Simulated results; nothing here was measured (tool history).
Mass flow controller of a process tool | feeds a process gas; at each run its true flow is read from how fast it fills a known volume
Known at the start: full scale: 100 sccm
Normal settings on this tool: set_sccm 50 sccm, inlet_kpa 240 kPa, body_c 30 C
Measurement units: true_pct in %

run    hour  set_sccm  inlet_kpa  body_c  true_pct
  1       0        50        240      30     99.83
  2    96.6        80        240      30    100.04
  3   192.4        80        240      30    100.11
  4   274.8        80        240      27     99.84
  5   364.2        13        240      30     99.57
  6   455.7        13        240      30     99.59
  7   561.9        50        207      30     99.94
  8   616.4        50        207      30     99.88
  9   668.1        50        207      30     99.96
 10   784.3        50        232      30     99.78
 11   883.4        50        276      25     99.21
 12   939.9        50        276      25     99.17
 13   998.2        50        276      25     99.28
 14  1114.2        21        190      25     99.11
 15  1199.5        29        190      27      99.4
 16  1271.8        29        190      27     99.42
 17  1351.8        46        174      27     99.45
 18  1452.1        46        174      39    100.63
 19  1537.9        46        163      39    100.73
 20  1607.9        28        198      30     99.45

Alternative continuations, all from the tool just after run 20; predict every row:
  A  1690.2        28        198      37         ?
  B  1690.2        50        257      30         ?
  C  1690.2        50        151      30         ?

run  true_pct
  A    100.02
  B     99.63
  C     99.81
With the hidden condition removed and each run's random variation left untouched, the same runs would have given:
run  true_pct
  A    100.31
  B     99.93
  C     100.1
